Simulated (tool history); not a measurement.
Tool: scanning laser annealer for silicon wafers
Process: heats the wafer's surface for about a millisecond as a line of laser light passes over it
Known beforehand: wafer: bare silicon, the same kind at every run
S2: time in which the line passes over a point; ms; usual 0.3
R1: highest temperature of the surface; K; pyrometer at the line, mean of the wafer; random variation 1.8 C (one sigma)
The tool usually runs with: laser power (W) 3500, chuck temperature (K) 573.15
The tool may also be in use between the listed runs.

run 1 day=0 | laser_power_(W)=3500 S2=0.3 chuck_temperature_(K)=573.15 | R1=1257.15
run 2 day=0.638 | laser_power_(W)=3500 S2=0.3 chuck_temperature_(K)=605.15 | R1=1289.15
run 3 day=1.646 | laser_power_(W)=3334 S2=0.3 chuck_temperature_(K)=605.15 | R1=1254.15
run 4 day=2.512 | laser_power_(W)=3500 S2=0.287 chuck_temperature_(K)=573.15 | R1=1236.15
run 5 day=3.442 | laser_power_(W)=3500 S2=0.3 chuck_temperature_(K)=542.15 | R1=1217.15
run 6 day=4.779 | laser_power_(W)=3500 S2=0.3 chuck_temperature_(K)=601.15 | R1=1271.15
run 7 day=5.779 | laser_power_(W)=3500 S2=0.3 chuck_temperature_(K)=601.15 | R1=1288.15
run 8 day=6.521 | laser_power_(W)=3500 S2=0.3 chuck_temperature_(K)=540.15 | R1=1222.15
run 9 day=7.179 | laser_power_(W)=3664 S2=0.258 chuck_temperature_(K)=576.15 | R1=1247.15
run 10 day=8.142 | laser_power_(W)=3664 S2=0.258 chuck_temperature_(K)=576.15 | R1=1243.15
run 11 day=8.929 | laser_power_(W)=3842 S2=0.211 chuck_temperature_(K)=598.15 | R1=1239.15
run 12 day=9.725 | laser_power_(W)=3290 S2=0.352 chuck_temperature_(K)=592.15 | R1=1273.15
run 13 day=10.579 | laser_power_(W)=3768 S2=0.277 chuck_temperature_(K)=576.15 | R1=1280.15

Taken out of this log: 2 entries between the listed runs. Where each belongs, and how the hidden state differs across it:
From run 5 to run 6: optics aligned, line set to its width (day 3.733)
  light that passes the window, % of a clean one's: 97.35 -> 97.14; laser's true power over the reading, %: -0.63 -> -0.64; width of the line over the set one, %: 3.23 -> 4.6
  difference, measured minus the result without the unlogged condition, R1: -36 -> -43 K
From run 6 to run 7: optics aligned, line set to its width, once more (day 5.758)
  light that passes the window, % of a clean one's: 97.14 -> 97; width of the line over the set one, %: 4.6 -> 0.11
  difference, measured minus the result without the unlogged condition, R1: -43 -> -27 K

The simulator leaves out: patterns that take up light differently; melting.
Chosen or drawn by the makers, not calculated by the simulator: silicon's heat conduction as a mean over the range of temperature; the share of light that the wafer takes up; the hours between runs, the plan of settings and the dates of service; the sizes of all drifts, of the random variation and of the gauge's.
